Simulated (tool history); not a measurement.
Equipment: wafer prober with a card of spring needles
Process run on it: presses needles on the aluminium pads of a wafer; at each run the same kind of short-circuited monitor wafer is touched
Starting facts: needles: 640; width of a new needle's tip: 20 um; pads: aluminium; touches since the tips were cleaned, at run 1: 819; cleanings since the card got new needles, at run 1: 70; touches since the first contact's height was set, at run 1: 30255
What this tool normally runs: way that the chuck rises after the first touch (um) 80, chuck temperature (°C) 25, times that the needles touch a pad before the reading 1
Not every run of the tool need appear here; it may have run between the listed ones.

run,day,way that the chuck rises after the first touch (um),chuck temperature (°C),times that the needles touch a pad before the reading,touches since the tips were cleaned,cleanings since the card got new needles,touches since the first contact's height was set,resistance of one needle with its contact and lead (mohm),way that a needle slides on the pad (um)
1,0.000,80,25,1,819,70,30255,221,14.80
# day 0.154: tips cleaned on abrasive film
# day 0.408: tips cleaned on abrasive film
# day 0.667: tips cleaned on abrasive film
# day 0.921: tips cleaned on abrasive film
# day 1.175: tips cleaned on abrasive film
# day 1.433: tips cleaned on abrasive film
# day 1.688: tips cleaned on abrasive film
# day 1.942: tips cleaned on abrasive film
2,1.962,80,25,1,212,78,51180,211,14.72
# day 2.167: tips cleaned on abrasive film
# day 2.371: tips cleaned on abrasive film
# day 2.575: tips cleaned on abrasive film
# day 2.833: tips cleaned on abrasive film
# day 3.088: tips cleaned on abrasive film
# day 3.292: tips cleaned on abrasive film
# day 3.546: tips cleaned on abrasive film
# day 3.754: tips cleaned on abrasive film
# day 4.008: tips cleaned on abrasive film
# day 4.212: tips cleaned on abrasive film
# day 4.417: tips cleaned on abrasive film
# day 4.675: tips cleaned on abrasive film
# day 4.929: tips cleaned on abrasive film
3,4.929,80,25,1,0,91,82781,207,14.38
# day 5.183: tips cleaned on abrasive film
# day 5.388: tips cleaned on abrasive film
# day 5.592: tips cleaned on abrasive film
# day 5.850: tips cleaned on abrasive film
# day 6.104: tips cleaned on abrasive film
# day 6.358: tips cleaned on abrasive film
# day 6.612: tips cleaned on abrasive film
# day 6.871: tips cleaned on abrasive film
# day 7.075: tips cleaned on abrasive film
4,7.267,80,25,1,2078,100,107754,249,14.21
# day 7.321: tips cleaned on abrasive film
# day 7.525: tips cleaned on abrasive film
# day 7.779: tips cleaned on abrasive film
# day 8.038: tips cleaned on abrasive film
# day 8.242: tips cleaned on abrasive film
# day 8.496: tips cleaned on abrasive film
# day 8.700: tips cleaned on abrasive film
# day 8.908: tips cleaned on abrasive film
# day 9.162: tips cleaned on abrasive film
# day 9.417: tips cleaned on abrasive film
# day 9.671: tips cleaned on abrasive film
# day 9.879: tips cleaned on abrasive film
# day 10.133: tips cleaned on abrasive film
# day 10.388: tips cleaned on abrasive film
5,10.496,80,122,1,1176,114,142182,252,13.67
# day 10.600: tips cleaned on abrasive film
# day 10.808: tips cleaned on abrasive film
# day 11.062: tips cleaned on abrasive film
# day 11.267: tips cleaned on abrasive film
# day 11.279: height of the first contact set anew
# day 11.533: tips cleaned on abrasive film
# day 11.742: tips cleaned on abrasive film
# day 11.996: tips cleaned on abrasive film
# day 12.250: tips cleaned on abrasive film
# day 12.454: tips cleaned on abrasive film
6,12.600,80,122,1,1575,123,14113,257,14.87
# day 12.704: tips cleaned on abrasive film
# day 12.908: tips cleaned on abrasive film
# day 13.117: tips cleaned on abrasive film
# day 13.371: tips cleaned on abrasive film
# day 13.625: tips cleaned on abrasive film
# day 13.883: tips cleaned on abrasive film
# day 14.138: tips cleaned on abrasive film
# day 14.392: tips cleaned on abrasive film
# day 14.646: tips cleaned on abrasive film
# day 14.854: tips cleaned on abrasive film
7,14.950,80,122,1,1057,133,39156,252,14.39
# day 15.104: tips cleaned on abrasive film
# day 15.358: tips cleaned on abrasive film
# day 15.617: tips cleaned on abrasive film
# day 15.821: tips cleaned on abrasive film
# day 16.075: tips cleaned on abrasive film
# day 16.329: tips cleaned on abrasive film
# day 16.538: tips cleaned on abrasive film
# day 16.792: tips cleaned on abrasive film
# day 17.046: tips cleaned on abrasive film
# day 17.300: tips cleaned on abrasive film
# day 17.508: tips cleaned on abrasive film
# day 17.762: tips cleaned on abrasive film
8,17.925,80,25,1,1785,145,70923,249,14.39
# day 17.979: tips cleaned on abrasive film
# day 18.188: tips cleaned on abrasive film
# day 18.442: tips cleaned on abrasive film
# day 18.696: tips cleaned on abrasive film
# day 18.900: tips cleaned on abrasive film
# day 19.158: tips cleaned on abrasive film
9,19.317,61,25,1,1738,151,85742,288,10.93
# day 19.371: tips cleaned on abrasive film
# day 19.575: tips cleaned on abrasive film
# day 19.833: tips cleaned on abrasive film
# day 20.088: tips cleaned on abrasive film
# day 20.292: tips cleaned on abrasive film
# day 20.546: tips cleaned on abrasive film
# day 20.754: tips cleaned on abrasive film
# day 21.008: tips cleaned on abrasive film
# day 21.262: tips cleaned on abrasive film
# day 21.517: tips cleaned on abrasive film
# day 21.775: tips cleaned on abrasive film
# day 21.979: tips cleaned on abrasive film
# day 22.233: tips cleaned on abrasive film
# day 22.438: tips cleaned on abrasive film
# day 22.692: tips cleaned on abrasive film
10,22.692,61,25,1,0,166,121690,224,10.52
# day 22.946: tips cleaned on abrasive film
# day 23.154: tips cleaned on abrasive film
# day 23.408: tips cleaned on abrasive film
# day 23.612: tips cleaned on abrasive film
# day 23.867: tips cleaned on abrasive film
# day 24.125: tips cleaned on abrasive film
# day 24.329: tips cleaned on abrasive film
# day 24.583: tips cleaned on abrasive film
# day 24.788: tips cleaned on abrasive film
# day 25.046: tips cleaned on abrasive film
# day 25.254: tips cleaned on abrasive film
11,25.254,67,25,2,0,177,148997,209,11.46
# day 25.417: height of the first contact set anew
# day 25.521: tips cleaned on abrasive film
# day 25.779: tips cleaned on abrasive film
# day 26.033: tips cleaned on abrasive film
# day 26.288: tips cleaned on abrasive film
# day 26.492: tips cleaned on abrasive film
# day 26.750: tips cleaned on abrasive film
# day 26.954: tips cleaned on abrasive film
# day 27.208: tips cleaned on abrasive film
# day 27.462: tips cleaned on abrasive film
# day 27.721: tips cleaned on abrasive film
# day 27.925: tips cleaned on abrasive film
# day 28.179: tips cleaned on abrasive film
# day 28.433: tips cleaned on abrasive film
# day 28.658: tips cleaned on abrasive film
12,28.658,93,25,1,0,191,34546,206,17.10
# day 28.912: tips cleaned on abrasive film
# day 29.171: tips cleaned on abrasive film
# day 29.375: tips cleaned on abrasive film
# day 29.629: tips cleaned on abrasive film
# day 29.883: tips cleaned on abrasive film
# day 30.092: tips cleaned on abrasive film
# day 30.346: tips cleaned on abrasive film
# day 30.550: tips cleaned on abrasive film
# day 30.792: tips cleaned on abrasive film
13,30.792,93,25,1,0,200,57304,206,16.71
# day 31.050: tips cleaned on abrasive film
# day 31.254: tips cleaned on abrasive film
# day 31.508: tips cleaned on abrasive film
# day 31.762: tips cleaned on abrasive film
# day 31.971: tips cleaned on abrasive film
# day 32.225: tips cleaned on abrasive film
# day 32.429: tips cleaned on abrasive film
# day 32.683: tips cleaned on abrasive film
# day 32.892: tips cleaned on abrasive film
# day 33.146: tips cleaned on abrasive film
# day 33.400: tips cleaned on abrasive film
14,33.475,80,32,2,800,211,85904,222,14.30
# day 33.629: tips cleaned on abrasive film
# day 33.883: tips cleaned on abrasive film
# day 34.092: tips cleaned on abrasive film
# day 34.296: tips cleaned on abrasive film
# day 34.550: tips cleaned on abrasive film
# day 34.754: tips cleaned on abrasive film
# day 35.008: tips cleaned on abrasive film
# day 35.217: tips cleaned on abrasive film
# day 35.471: tips cleaned on abrasive film
# day 35.675: tips cleaned on abrasive film
# day 35.929: tips cleaned on abrasive film
# day 36.154: tips cleaned on abrasive film
15,36.154,80,32,2,0,223,114428,212,14.24
# day 36.408: tips cleaned on abrasive film
# day 36.662: tips cleaned on abrasive film
# day 36.917: tips cleaned on abrasive film
# day 37.175: tips cleaned on abrasive film
# day 37.429: tips cleaned on abrasive film
16,37.583,76,33,2,1672,228,129725,248,13.18
# day 37.638: tips cleaned on abrasive film
# day 37.842: tips cleaned on abrasive film
# day 38.046: tips cleaned on abrasive film
# day 38.304: tips cleaned on abrasive film
# day 38.508: tips cleaned on abrasive film
# day 38.762: tips cleaned on abrasive film
# day 38.967: tips cleaned on abrasive film
17,39.062,76,33,2,1040,235,145478,239,13.05
# day 39.217: tips cleaned on abrasive film
# day 39.475: tips cleaned on abrasive film
# day 39.538: height of the first contact set anew
# day 39.692: tips cleaned on abrasive film
# day 39.946: tips cleaned on abrasive film
# day 40.204: tips cleaned on abrasive film
# day 40.458: tips cleaned on abrasive film
# day 40.662: tips cleaned on abrasive film
18,40.838,76,33,2,1900,242,13893,246,14.09
# day 40.892: tips cleaned on abrasive film
# day 41.146: tips cleaned on abrasive film
# day 41.404: tips cleaned on abrasive film
# day 41.658: tips cleaned on abrasive film
# day 41.912: tips cleaned on abrasive film
# day 42.167: tips cleaned on abrasive film
# day 42.375: tips cleaned on abrasive film
# day 42.629: tips cleaned on abrasive film
19,42.725,76,33,2,1029,250,34003,235,13.89

Alternative continuations, all from the tool just after run 19; predict every row:
# day 42.879: tips cleaned on abrasive film
# day 43.083: tips cleaned on abrasive film
# day 43.338: tips cleaned on abrasive film
# day 43.546: tips cleaned on abrasive film
# day 43.800: tips cleaned on abrasive film
# day 44.054: tips cleaned on abrasive film
# day 44.258: tips cleaned on abrasive film
# day 44.467: tips cleaned on abrasive film
A,44.575,73,33,2,1202,258,53739,?,?
# day 42.879: tips cleaned on abrasive film
# day 43.083: tips cleaned on abrasive film
# day 43.338: tips cleaned on abrasive film
# day 43.546: tips cleaned on abrasive film
# day 43.800: tips cleaned on abrasive film
# day 44.054: tips cleaned on abrasive film
# day 44.258: tips cleaned on abrasive film
# day 44.467: tips cleaned on abrasive film
B,44.575,86,43,1,1202,258,53739,?,?
# day 42.879: tips cleaned on abrasive film
# day 43.083: tips cleaned on abrasive film
# day 43.338: tips cleaned on abrasive film
# day 43.546: tips cleaned on abrasive film
# day 43.800: tips cleaned on abrasive film
# day 44.054: tips cleaned on abrasive film
# day 44.258: tips cleaned on abrasive film
# day 44.467: tips cleaned on abrasive film
C,44.575,76,74,2,1202,258,53739,?,?

run,resistance of one needle with its contact and lead (mohm),way that a needle slides on the pad (um)
A,242,13.35
B,249,15.86
C,246,13.73
What these runs would have given with no unlogged condition in the tool:
run,resistance of one needle with its contact and lead (mohm),way that a needle slides on the pad (um)
A,200,13.77
B,202,16.28
C,209,14.15

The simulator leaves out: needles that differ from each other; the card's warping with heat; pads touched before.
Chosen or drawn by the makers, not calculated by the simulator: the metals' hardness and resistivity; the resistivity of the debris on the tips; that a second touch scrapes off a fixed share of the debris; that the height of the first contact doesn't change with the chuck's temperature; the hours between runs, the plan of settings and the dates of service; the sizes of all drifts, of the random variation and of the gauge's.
